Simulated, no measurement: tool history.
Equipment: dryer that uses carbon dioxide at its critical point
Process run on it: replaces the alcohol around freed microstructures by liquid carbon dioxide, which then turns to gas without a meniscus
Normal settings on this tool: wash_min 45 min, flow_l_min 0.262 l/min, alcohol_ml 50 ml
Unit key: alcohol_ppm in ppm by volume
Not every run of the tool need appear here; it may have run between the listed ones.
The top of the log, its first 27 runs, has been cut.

run   hour  wash_min  flow_l_min  alcohol_ml  alcohol_ppm
 28  569.4        59       0.239         109          215
 29  596.8        62       0.405          31           23
 30  623.9        65       0.179          27          174
 31  649.2        45       0.217          50          552
 32  660.9        45       0.217          50          565
 33  685.6        45       0.217          50          558
 34  705.9        58       0.217          37          171
 35  731.6        57        0.38          45           31
     734.6  -- inlet filter changed
 36  757.1        57        0.38          45           21
 37  778.3        48       0.262          36          100
 38  801.9        48       0.262          36          103
 39  822.9        48       0.262          36           97
 40  846.2        59       0.262          50           54
 41  864.1        59       0.262          50           60
 42  880.4        28       0.415          50          156
 43  903.4        36       0.359         106          204
 44  924.1        59       0.158         117         1259
 45  951.3        41       0.207          50          718

Forecast each of these 4 alternatives for the next run:
  A   979        71       0.335          50            ?
  B   979        39       0.373          75            ?
  C   979        45       0.274          28            ?
  D   979        41       0.404          50            ?

run  alcohol_ppm
  A           27
  B           97
  C          111
  D           49
Stripped of hidden state, with their random variation kept, the same runs would have yielded:
run  alcohol_ppm
  A            1
  B           60
  C           74
  D           20
